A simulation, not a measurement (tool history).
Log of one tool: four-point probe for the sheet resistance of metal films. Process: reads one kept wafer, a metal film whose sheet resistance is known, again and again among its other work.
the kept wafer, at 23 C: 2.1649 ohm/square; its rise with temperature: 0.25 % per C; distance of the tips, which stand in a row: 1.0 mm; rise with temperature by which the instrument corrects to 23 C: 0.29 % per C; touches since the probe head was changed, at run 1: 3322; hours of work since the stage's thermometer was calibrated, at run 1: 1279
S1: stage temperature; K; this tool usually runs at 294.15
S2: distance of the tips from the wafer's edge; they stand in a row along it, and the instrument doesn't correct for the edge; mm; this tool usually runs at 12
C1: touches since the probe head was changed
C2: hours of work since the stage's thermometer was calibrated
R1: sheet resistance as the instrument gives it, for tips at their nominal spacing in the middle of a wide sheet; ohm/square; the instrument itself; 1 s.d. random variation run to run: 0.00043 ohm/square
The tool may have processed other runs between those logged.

run   hour      S1  S2    C1    C2        R1
  1    0.0  294.15  12  3322  1279  2.182250
  2   15.9  294.15  12  3546  1288  2.181827
  3   34.7  294.15  15  3812  1298  2.179071
  4   51.4  296.15  12  4047  1307  2.180507
  5   68.1  296.15  12  4283  1316  2.180652
      69.9  -- stage's thermometer calibrated
  6   85.0  294.15  34  4514     8  2.177319
  7  109.0  294.15  11  4852    21  2.185904
  8  120.8  293.15   5  5018    27  2.223532
  9  139.4  301.15  14  5280    37  2.175964
 10  166.2  297.15  12  5658    52  2.181156

Alternative continuations, all from the tool just after run 10; predict every row:
  A  187.8  297.15   6  5962  63   ?
  B  187.8  294.15  13  5962  63   ?
  C  187.8  303.15  11  5962  63   ?
  D  187.8  304.15  64  5962  63   ?

run        R1
  A  2.205739
  B  2.183460
  C  2.178605
  D  2.168118
The same runs, with their run-to-run variation unchanged, on a tool lacking any hidden condition would have given:
run        R1
  A  2.195767
  B  2.173549
  C  2.168820
  D  2.158391
